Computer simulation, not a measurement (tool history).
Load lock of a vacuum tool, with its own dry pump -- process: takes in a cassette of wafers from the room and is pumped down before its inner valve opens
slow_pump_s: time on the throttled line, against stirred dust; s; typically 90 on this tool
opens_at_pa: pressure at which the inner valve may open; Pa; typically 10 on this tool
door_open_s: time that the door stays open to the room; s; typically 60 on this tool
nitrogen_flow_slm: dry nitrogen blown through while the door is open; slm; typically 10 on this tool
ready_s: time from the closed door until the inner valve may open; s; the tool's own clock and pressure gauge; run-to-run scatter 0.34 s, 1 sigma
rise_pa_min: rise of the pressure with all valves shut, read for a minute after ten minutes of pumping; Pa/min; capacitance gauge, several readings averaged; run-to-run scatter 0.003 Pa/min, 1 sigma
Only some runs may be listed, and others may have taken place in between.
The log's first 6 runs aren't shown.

run	hour	slow_pump_s	opens_at_pa	door_open_s	nitrogen_flow_slm	incoming humidity of the room's air, %	ready_s	rise_pa_min
7	664	90	10	64	14	46.7	123.8	0.187
8	734.4	90	10	60	5	46.5	123.3	0.195
9	903	90	10	60	5	45.4	124	0.201
10	999.6	90	10	60	5	44.7	124	0.207
11	1090.4	85	10	60	10	45.2	120.3	0.209
12	1221.4	90	10	60	10	47.2	124.3	0.213
13	1294.5	90	10	60	10	43.8	124.3	0.219
14	1441.2	90	10	123	10	43.1	124.4	0.233
15	1579.1	90	10	149	10	43	124.6	0.244
16	1737.7	90	10	60	10	42.4	125	0.24
17	1887.7	90	10	60	10	45	124.5	0.244
18	1969.7	90	10	60	10	44.7	124.5	0.251
19	2093.9	148	7	68	15	45.2	177.9	0.253
20	2247.4	148	7	85	15	46.3	177	0.267
21	2375.1	152	7	39	15	49.7	180.7	0.266
22	2462.8	90	11	60	10	43.9	124.5	0.278
23	2632.2	99	10	111	10	46.2	133	0.308
24	2703.2	90	10	37	10	46.8	124.6	0.284
25	2797.5	90	20	50	10	41.6	121.2	0.292
26	2879.3	103	18	53	7	43	133.4	0.297
27	3032.6	103	17	114	7	43.3	134.1	0.325
28	3170.3	103	17	114	7	46.6	134.8	0.331
29	3289.9	103	17	114	7	47.2	134.4	0.349
30	3431.3	55	8	60	10	43.3	95.7	0.337
31	3583.4	55	8	60	10	46.8	96.2	0.352

Run 32 comes next. What will it give?
32	3687.6	55	8	60	10	43.6	?	?

Run 32 gave ready_s 96.2 s, rise_pa_min 0.351 Pa/min.
Minus the tool's unlogged condition, the same run would have read ready_s 92 s, rise_pa_min 0.024 Pa/min.

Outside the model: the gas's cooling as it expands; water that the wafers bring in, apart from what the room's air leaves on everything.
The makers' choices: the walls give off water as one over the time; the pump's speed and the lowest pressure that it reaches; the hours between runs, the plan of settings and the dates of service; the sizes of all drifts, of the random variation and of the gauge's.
